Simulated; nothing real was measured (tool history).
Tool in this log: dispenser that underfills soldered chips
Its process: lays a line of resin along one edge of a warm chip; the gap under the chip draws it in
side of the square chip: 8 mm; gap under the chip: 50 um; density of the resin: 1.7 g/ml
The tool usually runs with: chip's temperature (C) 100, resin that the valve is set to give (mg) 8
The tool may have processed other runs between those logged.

| run | hour | chip's temperature (C) | resin that the valve is set to give (mg) | time until the resin shows at the far edge (s) | resin that the valve gave (mg) |
|---|---|---|---|---|---|
| 1 | 0 | 100 | 8 | 87.5 | 7.86 |
| 2 | 4.6 | 100 | 8 | 103.9 | 7.93 |
| 3 | 9.5 | 100 | 6.81 | 122.5 | 6.73 |
|  | 12.7 | new syringe of resin |
| 4 | 12.7 | 100 | 8 | 78 | 7.83 |
| 5 | 18.4 | 110 | 8 | 73.7 | 7.85 |
| 6 | 23.9 | 94 | 8 | 132 | 7.84 |
|  | 29.2 | new syringe of resin |
| 7 | 30.6 | 103 | 7.12 | 76.9 | 6.99 |
| 8 | 36 | 103 | 7.12 | 92 | 7.06 |
| 9 | 39.5 | 103 | 7.12 | 101.1 | 6.98 |
|  | 45.7 | new syringe of resin |
| 10 | 46.3 | 97 | 6.93 | 89.3 | 6.79 |
| 11 | 52 | 88 | 8.03 | 129.4 | 7.84 |

Below, each run's measurement less what the same run would have read without the hidden state. Both values contain the same run-to-run variation, but the gauge's scatter may not be the same in both:
Unlogged tool condition in this case: resin's viscosity, % of fresh resin's; dose that the valve gives, % of what is set; true chip temperature over the reading, C; drift of the gauge itself on fill_s, %; drift of the gauge itself on given_mg, %.
| run | time until the resin shows at the far edge (s) | resin that the valve gave (mg) |
|---|---|---|
| 1 | +9.7 | -0.09 |
| 2 | +24.1 | -0.1 |
| 3 | +42.4 | -0.09 |
| 4 | +0.5 | -0.12 |
| 5 | +12.9 | -0.12 |
| 6 | +40.7 | -0.13 |
| 7 | +3.4 | -0.13 |
| 8 | +17.9 | -0.13 |
| 9 | +28.6 | -0.14 |
| 10 | +1.4 | -0.14 |
| 11 | +22.8 | -0.17 |

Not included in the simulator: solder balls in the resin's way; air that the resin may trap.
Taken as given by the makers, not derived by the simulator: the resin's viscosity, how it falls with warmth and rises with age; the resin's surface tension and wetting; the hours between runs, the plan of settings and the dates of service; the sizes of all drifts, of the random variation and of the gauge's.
